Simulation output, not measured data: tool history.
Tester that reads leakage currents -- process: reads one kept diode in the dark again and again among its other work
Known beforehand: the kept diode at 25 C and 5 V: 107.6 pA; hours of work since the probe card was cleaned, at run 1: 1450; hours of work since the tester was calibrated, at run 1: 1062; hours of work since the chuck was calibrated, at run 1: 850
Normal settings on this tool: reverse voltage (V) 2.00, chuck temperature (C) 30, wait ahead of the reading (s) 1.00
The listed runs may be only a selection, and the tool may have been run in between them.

run,hour,reverse voltage (V),chuck temperature (C),wait ahead of the reading (s),hours of work since the probe card was cleaned,hours of work since the tester was calibrated,hours of work since the chuck was calibrated,current that the tester gives (pA)
1,0.0,2.00,30,1.00,1450,1062,850,118.17
2,47.7,2.00,30,1.00,1476,1088,876,117.92
3,102.9,2.00,30,1.09,1507,1119,907,118.02
4,183.9,2.00,30,9.91,1551,1163,951,116.86
5,260.3,2.00,30,9.91,1593,1205,993,116.05
# hour 321.4: chuck's temperature calibrated
6,337.9,2.00,30,9.91,1635,1247,9,126.50
7,376.1,2.00,30,0.70,1656,1268,30,126.31
8,452.3,2.00,30,0.70,1697,1309,72,126.47
9,497.3,2.00,30,0.70,1722,1334,97,126.60
10,554.2,2.00,30,0.70,1753,1365,128,126.00
11,595.8,2.00,30,0.70,1776,1388,151,125.67
12,633.7,2.00,30,0.70,1797,1409,172,125.44
13,706.7,2.00,30,0.70,1837,1449,212,125.09
14,763.9,2.00,30,0.70,1869,1481,243,124.19
15,840.9,2.00,30,1.00,1911,1523,285,124.71
16,889.5,2.00,30,1.00,1938,1550,312,124.14
17,974.1,2.00,22,0.43,1984,1596,359,58.33
18,1031.7,2.00,30,7.02,2016,1628,390,122.22
19,1096.4,9.49,44,3.26,2051,1663,426,745.63
20,1163.8,14.02,29,1.14,2088,1700,463,229.75
21,1220.0,1.43,21,3.28,2119,1731,494,45.82
22,1307.1,2.00,30,1.00,2167,1779,542,121.62
23,1386.9,2.00,26,7.28,2211,1823,585,83.47
# hour 1471.9: probe card cleaned and baked
24,1475.5,2.00,26,7.28,2,1870,632,81.90
25,1515.9,2.00,52,7.28,24,1892,655,812.74
26,1556.3,12.29,52,0.81,46,1914,677,1559.77
27,1628.4,12.29,51,4.91,86,1954,716,1434.22
28,1668.5,16.80,34,0.47,108,1976,739,375.68
29,1746.2,2.00,27,1.00,151,2019,781,90.29
30,1832.1,2.00,27,1.00,198,2066,828,89.22
31,1881.1,2.00,21,6.19,225,2093,855,49.51
32,1935.9,16.52,35,6.19,255,2123,885,398.61

Per-run results on a tool with no hidden state, each run keeping its own random variation:
Hidden state at play: stray current of the dirty probe card, pA a volt; current scale over the true one, %; true chuck temperature over the reading, C; drift of the gauge itself on leakage_pa, %.
run,current that the tester gives (pA)
1,124.86
2,124.86
3,125.27
4,124.49
5,123.98
6,124.84
7,124.87
8,125.40
9,125.76
10,125.42
11,125.31
12,125.25
13,125.28
14,124.70
15,125.60
16,125.31
17,58.81
18,124.08
19,757.93
20,231.11
21,46.74
22,124.86
23,85.84
24,85.23
25,841.09
26,1616.33
27,1490.57
28,392.46
29,94.94
30,94.16
31,52.48
32,420.90

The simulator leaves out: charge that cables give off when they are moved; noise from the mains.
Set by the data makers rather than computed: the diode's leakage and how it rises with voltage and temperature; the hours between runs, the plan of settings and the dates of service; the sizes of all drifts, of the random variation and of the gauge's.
